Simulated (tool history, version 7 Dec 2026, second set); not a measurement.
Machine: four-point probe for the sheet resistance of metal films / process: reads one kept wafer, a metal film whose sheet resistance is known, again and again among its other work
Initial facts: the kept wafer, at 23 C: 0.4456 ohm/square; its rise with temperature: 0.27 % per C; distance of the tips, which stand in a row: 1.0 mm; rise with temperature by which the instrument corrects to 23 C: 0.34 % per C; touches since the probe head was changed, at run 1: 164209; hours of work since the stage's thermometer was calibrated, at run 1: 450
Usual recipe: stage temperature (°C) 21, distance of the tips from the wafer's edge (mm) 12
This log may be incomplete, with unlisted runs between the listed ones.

run    hour  stage temperature (°C)  distance of the tips from the wafer's edge (mm)  touches since the probe head was changed  hours of work since the stage's thermometer was calibrated  sheet resistance as the instrument gives it (ohm/square)
  1       0                      21                                               12                                    164209                                                         450                                                  0.446117
  2   123.5                      21                                               12                                    168576                                                         547                                                  0.445954
  3   267.3                      21                                               12                                    173658                                                         660                                                  0.445967
  4   357.6                      21                                               12                                    176850                                                         731                                                  0.445842
  5   424.7                      21                                               12                                    179221                                                         784                                                  0.445793
  6   527.3                      21                                               12                                    182845                                                         865                                                  0.445789
  7   659.9                      19                                               12                                    187532                                                         969                                                  0.446241
  8   739.2                      20                                               12                                    190335                                                        1031                                                  0.446049
  9   842.7                      20                                               12                                    193994                                                        1112                                                  0.445859
 10   930.4                      21                                               12                                    197093                                                        1181                                                  0.445386
 11   994.5                      21                                               12                                    199359                                                        1232                                                  0.445473
 12  1062.4                      21                                               12                                    201759                                                        1285                                                  0.445406
 13  1155.4                      34                                               12                                    205048                                                        1358                                                   0.44135
 14  1285.5                      34                                               13                                    209646                                                        1460                                                  0.440993
 15    1407                      34                                               13                                    213938                                                        1555                                                  0.440911
 16  1532.5                      21                                               29                                    218375                                                        1654                                                  0.443771
     1622.8  -- new probe head fitted
 17  1623.9                      21                                               29                                        40                                                        1725                                                  0.445298
 18  1712.8                      21                                               29                                      3180                                                        1795                                                  0.445245
 19  1775.5                      21                                               12                                      5396                                                        1844                                                  0.446488
 20  1883.7                      21                                               12                                      9219                                                        1929                                                  0.446396
 21  1970.9                      21                                               12                                     12302                                                        1998                                                    0.4464
 22  2062.1                      18                                               12                                     15525                                                        2069                                                  0.447433
 23  2155.9                      21                                                7                                     18843                                                        2143                                                  0.449454

Run 24 has not been measured yet. What should we expect?
 24  2266.8                      26                                               16                                     22761                                                        2230                                                         ?

{"run 24": {"sheet resistance as the instrument gives it (ohm/square)": 0.443932}}
The same run, on a tool lacking any hidden state, would have yielded sheet resistance as the instrument gives it (ohm/square) 0.445657.
